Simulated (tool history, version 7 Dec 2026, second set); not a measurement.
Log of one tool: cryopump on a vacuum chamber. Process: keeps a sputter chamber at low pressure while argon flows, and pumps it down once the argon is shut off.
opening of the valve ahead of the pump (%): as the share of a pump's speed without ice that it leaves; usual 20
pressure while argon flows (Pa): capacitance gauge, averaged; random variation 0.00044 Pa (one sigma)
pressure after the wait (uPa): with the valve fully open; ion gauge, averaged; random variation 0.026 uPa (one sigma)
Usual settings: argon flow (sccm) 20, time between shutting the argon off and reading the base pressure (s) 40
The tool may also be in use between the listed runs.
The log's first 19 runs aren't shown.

run,hour,argon flow (sccm),time between shutting the argon off and reading the base pressure (s),opening of the valve ahead of the pump (%),pressure while argon flows (Pa),pressure after the wait (uPa)
20,431.7,10,48,31,0.0229,2.54
21,464.0,10,48,31,0.0235,2.56
22,497.7,10,121,59,0.0140,2.07
23,529.5,10,121,59,0.0138,2.15
24,552.5,10,121,59,0.0133,2.09
25,573.6,10,121,59,0.0139,2.22
26,593.7,18,23,59,0.0249,3.57
27,611.1,18,256,20,0.0648,2.10
28,635.8,24,24,22,0.0799,3.73
# hour 654.7: pump warmed up, emptied and cooled again
29,669.7,23,115,16,0.0984,1.85
30,701.0,23,63,55,0.0293,2.21
31,727.1,23,63,26,0.0603,2.23
32,751.3,12,22,17,0.0482,3.29
33,784.9,27,42,20,0.0929,2.57

3 ways to go on from here, each from the tool as it stands after run 33. What would each give?
A,814.7,15,42,20,?,?
B,814.7,20,40,16,?,?
C,814.7,14,79,20,?,?

run,pressure while argon flows (Pa),pressure after the wait (uPa)
A,0.0514,2.58
B,0.0855,2.59
C,0.0487,2.14
Without the tool's hidden state the same runs would have given:
run,pressure while argon flows (Pa),pressure after the wait (uPa)
A,0.0506,1.03
B,0.0844,1.09
C,0.0480,0.60

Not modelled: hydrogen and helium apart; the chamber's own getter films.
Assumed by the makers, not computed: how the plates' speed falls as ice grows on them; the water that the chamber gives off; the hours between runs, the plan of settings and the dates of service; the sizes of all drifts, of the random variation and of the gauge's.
